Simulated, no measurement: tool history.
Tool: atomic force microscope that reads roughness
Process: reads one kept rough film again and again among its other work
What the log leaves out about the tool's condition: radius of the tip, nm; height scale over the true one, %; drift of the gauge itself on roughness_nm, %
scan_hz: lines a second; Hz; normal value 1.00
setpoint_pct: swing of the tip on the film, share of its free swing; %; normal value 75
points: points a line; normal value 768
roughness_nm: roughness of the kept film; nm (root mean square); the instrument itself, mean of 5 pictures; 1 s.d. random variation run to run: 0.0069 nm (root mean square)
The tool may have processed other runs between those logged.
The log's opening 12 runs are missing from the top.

run,hour,scan_hz,setpoint_pct,points,pictures with this tip,hours of work since the height scale was calibrated,roughness_nm
# hour 80.8: new tip fitted
13,81.1,1.00,85,768,0,86,1.318
14,88.6,1.00,82,768,17,91,1.324
15,93.6,1.00,82,768,28,95,1.308
16,98.5,1.00,82,768,39,98,1.306
17,107.1,1.00,82,768,58,104,1.275
18,116.9,1.16,77,504,80,110,1.279
19,125.1,2.82,84,432,98,116,1.001
20,130.6,1.00,75,804,111,119,1.286

Estimate the outcome of run 21 from the log above:
# hour 137.6: new tip fitted
21,138.2,2.12,75,473,1,124,?

roughness_nm: 1.273 nm (root mean square)
Minus the tool's unlogged condition, the same run would have read roughness_nm 1.277 nm (root mean square).
